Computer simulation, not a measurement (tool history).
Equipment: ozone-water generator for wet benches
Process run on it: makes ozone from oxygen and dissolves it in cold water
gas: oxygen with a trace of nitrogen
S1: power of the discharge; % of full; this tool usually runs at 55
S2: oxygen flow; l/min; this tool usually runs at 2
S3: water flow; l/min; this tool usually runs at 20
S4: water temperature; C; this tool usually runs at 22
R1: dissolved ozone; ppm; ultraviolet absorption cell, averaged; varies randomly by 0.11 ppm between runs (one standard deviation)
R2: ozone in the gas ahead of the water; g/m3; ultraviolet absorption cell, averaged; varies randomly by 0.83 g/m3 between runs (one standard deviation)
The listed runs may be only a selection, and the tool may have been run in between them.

run    hour  S1    S2  S3  S4    R1     R2
  1       0  55     2  20  22   7.4  133.2
  2   132.5  55     2  20  22   7.4  132.8
  3     228  55     2  20  15   7.6  134.1
  4   331.9  55     2  20  20   7.4  132.7
  5     463  55     2  20  20   7.5  133.3
  6   576.4  55     2  20  30   6.9  132.6
  7   730.2  55     2  20  22   7.4  134.6
  8   873.1  55     2  20  22   7.3  133.3
  9   980.3  55     2  20  22   7.2  132.8
 10  1055.9  55     2  18  22   8.4  133.7
 11  1168.8  55     2  18  22   8.4  132.9
 12  1252.1  55  1.44  13  22  10.1  147.5
 13  1330.4  55  1.44  13  22  10.1  147.5
 14  1444.3  55  1.44  13  22    10  148.6
 15  1554.1  55  1.44  13  22  10.1  146.7
 16    1662  87  1.96  13  22  17.3  207.1
 17  1777.2  87  1.96  13  22  17.3  208.6
 18  1943.4  80  1.96  13  22  15.9  192.6
 19  2072.3  80  1.96  13  22    16  192.5

Missing from the log above: 1 entry noted between runs. For each, name the pair of listed runs it sits between and say how the tool's hidden condition differs from the listed run just before to the listed run just after:
Run 10 -> run 11: contactor cleaned (hour 1122.6)
  contactor's efficiency, % of a clean one's: 99.9 -> 100
